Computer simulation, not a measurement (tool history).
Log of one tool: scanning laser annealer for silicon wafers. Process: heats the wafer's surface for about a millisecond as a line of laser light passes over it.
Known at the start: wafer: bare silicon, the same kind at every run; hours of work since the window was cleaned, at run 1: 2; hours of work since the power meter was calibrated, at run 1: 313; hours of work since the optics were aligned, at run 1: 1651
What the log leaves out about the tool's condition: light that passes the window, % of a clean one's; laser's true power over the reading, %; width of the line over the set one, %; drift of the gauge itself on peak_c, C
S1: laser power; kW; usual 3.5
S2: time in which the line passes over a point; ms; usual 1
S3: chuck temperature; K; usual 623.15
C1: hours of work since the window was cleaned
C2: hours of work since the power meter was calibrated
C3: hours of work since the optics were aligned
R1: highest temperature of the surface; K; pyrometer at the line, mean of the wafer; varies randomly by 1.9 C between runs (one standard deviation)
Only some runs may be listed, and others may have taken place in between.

run 1 hour=0 | S1=3.5 S2=1 S3=623.15 | C1=2 C2=313 C3=1651 | R1=1432.15
run 2 hour=20.1 | S1=3.5 S2=1 S3=623.15 | C1=13 C2=324 C3=1663 | R1=1430.15
run 3 hour=34 | S1=2.993 S2=1 S3=623.15 | C1=21 C2=332 C3=1670 | R1=1287.15
run 4 hour=42.6 | S1=2.993 S2=1 S3=623.15 | C1=25 C2=336 C3=1675 | R1=1283.15
run 5 hour=62.5 | S1=3.5 S2=0.82 S3=623.15 | C1=37 C2=348 C3=1686 | R1=1337.15
-- hour=72.9 optics aligned, line set to its width
run 6 hour=85.1 | S1=3.5 S2=0.82 S3=623.15 | C1=46 C2=357 C3=7 | R1=1354.15
run 7 hour=101.6 | S1=3.5 S2=1 S3=623.15 | C1=56 C2=367 C3=16 | R1=1439.15
run 8 hour=114.3 | S1=3.5 S2=1 S3=623.15 | C1=63 C2=374 C3=23 | R1=1445.15
run 9 hour=127.6 | S1=3.5 S2=1 S3=623.15 | C1=70 C2=381 C3=31 | R1=1444.15
run 10 hour=136.1 | S1=3.5 S2=1 S3=623.15 | C1=75 C2=386 C3=35 | R1=1443.15
run 11 hour=151.2 | S1=3.5 S2=1 S3=623.15 | C1=83 C2=395 C3=44 | R1=1443.15
run 12 hour=163.8 | S1=3.043 S2=1 S3=623.15 | C1=91 C2=402 C3=51 | R1=1310.15
run 13 hour=178.8 | S1=3.043 S2=1 S3=623.15 | C1=99 C2=410 C3=59 | R1=1306.15
run 14 hour=191.8 | S1=3.043 S2=1 S3=623.15 | C1=106 C2=417 C3=67 | R1=1312.15
run 15 hour=211.2 | S1=3.043 S2=1 S3=623.15 | C1=117 C2=428 C3=78 | R1=1307.15
run 16 hour=231.5 | S1=3.282 S2=1 S3=623.15 | C1=128 C2=440 C3=89 | R1=1373.15
run 17 hour=251.2 | S1=3.282 S2=1 S3=623.15 | C1=140 C2=451 C3=100 | R1=1372.15
run 18 hour=266.2 | S1=3.282 S2=1 S3=623.15 | C1=148 C2=459 C3=108 | R1=1374.15
run 19 hour=282 | S1=3.282 S2=1 S3=623.15 | C1=157 C2=468 C3=117 | R1=1372.15
run 20 hour=295.2 | S1=3.282 S2=1 S3=623.15 | C1=164 C2=475 C3=125 | R1=1373.15
run 21 hour=314.2 | S1=3.5 S2=0.86 S3=623.15 | C1=175 C2=486 C3=135 | R1=1371.15
run 22 hour=330.5 | S1=3.5 S2=0.86 S3=623.15 | C1=184 C2=495 C3=144 | R1=1367.15
run 23 hour=340.7 | S1=3.512 S2=1 S3=590.15 | C1=190 C2=501 C3=150 | R1=1407.15
run 24 hour=350.3 | S1=3.612 S2=0.9 S3=645.15 | C1=195 C2=506 C3=155 | R1=1437.15
run 25 hour=362.1 | S1=3.612 S2=0.9 S3=645.15 | C1=202 C2=513 C3=162 | R1=1438.15
run 26 hour=373 | S1=3.612 S2=0.9 S3=645.15 | C1=208 C2=519 C3=168 | R1=1436.15
run 27 hour=393 | S1=3.612 S2=0.9 S3=645.15 | C1=219 C2=530 C3=179 | R1=1436.15
run 28 hour=401.6 | S1=3.211 S2=0.71 S3=649.15 | C1=224 C2=535 C3=184 | R1=1246.15
-- hour=405.6 laser's power meter calibrated
run 29 hour=414.4 | S1=3.211 S2=0.71 S3=649.15 | C1=229 C2=5 C3=190 | R1=1242.15
run 30 hour=432.2 | S1=3.052 S2=1 S3=623.15 | C1=239 C2=15 C3=200 | R1=1303.15
run 31 hour=443.7 | S1=3.574 S2=0.89 S3=623.15 | C1=246 C2=21 C3=206 | R1=1395.15
-- hour=456.5 laser's power meter calibrated, once more
run 32 hour=457.3 | S1=3.268 S2=0.89 S3=623.15 | C1=252 C2=0 C3=212 | R1=1322.15
run 33 hour=467.9 | S1=3.355 S2=1 S3=643.15 | C1=258 C2=6 C3=218 | R1=1414.15
run 34 hour=487.8 | S1=3.473 S2=0.75 S3=602.15 | C1=269 C2=18 C3=229 | R1=1280.15
run 35 hour=501.5 | S1=3.473 S2=0.75 S3=602.15 | C1=276 C2=25 C3=237 | R1=1283.15
run 36 hour=520.4 | S1=3.037 S2=1.12 S3=623.15 | C1=287 C2=36 C3=247 | R1=1346.15
run 37 hour=540.8 | S1=3.839 S2=0.76 S3=614.15 | C1=298 C2=47 C3=259 | R1=1389.15
run 38 hour=560.4 | S1=3.839 S2=0.76 S3=614.15 | C1=309 C2=58 C3=270 | R1=1390.15
run 39 hour=580.3 | S1=3.569 S2=1 S3=630.15 | C1=321 C2=69 C3=281 | R1=1459.15
run 40 hour=589.6 | S1=3.5 S2=1.2 S3=621.15 | C1=326 C2=75 C3=286 | R1=1521.15
run 41 hour=608.4 | S1=3.002 S2=0.96 S3=589.15 | C1=336 C2=85 C3=297 | R1=1239.15
run 42 hour=618.2 | S1=3.495 S2=0.93 S3=655.15 | C1=342 C2=91 C3=302 | R1=1429.15

Predict each of these 3 candidate next runs independently; none follows another, all start after run 42:
run A hour=632.1 | S1=3.107 S2=1.01 S3=642.15 | C1=350 C2=98 C3=310 | R1=?
run B hour=632.1 | S1=3.381 S2=0.8 S3=624.15 | C1=350 C2=98 C3=310 | R1=?
run C hour=632.1 | S1=3.403 S2=0.93 S3=640.15 | C1=350 C2=98 C3=310 | R1=?

run=A R1=1340.15
run=B R1=1303.15
run=C R1=1385.15
Stripped of hidden state, with their random variation kept, the same runs would have yielded:
run=A R1=1361.15
run=B R1=1324.15
run=C R1=1408.15
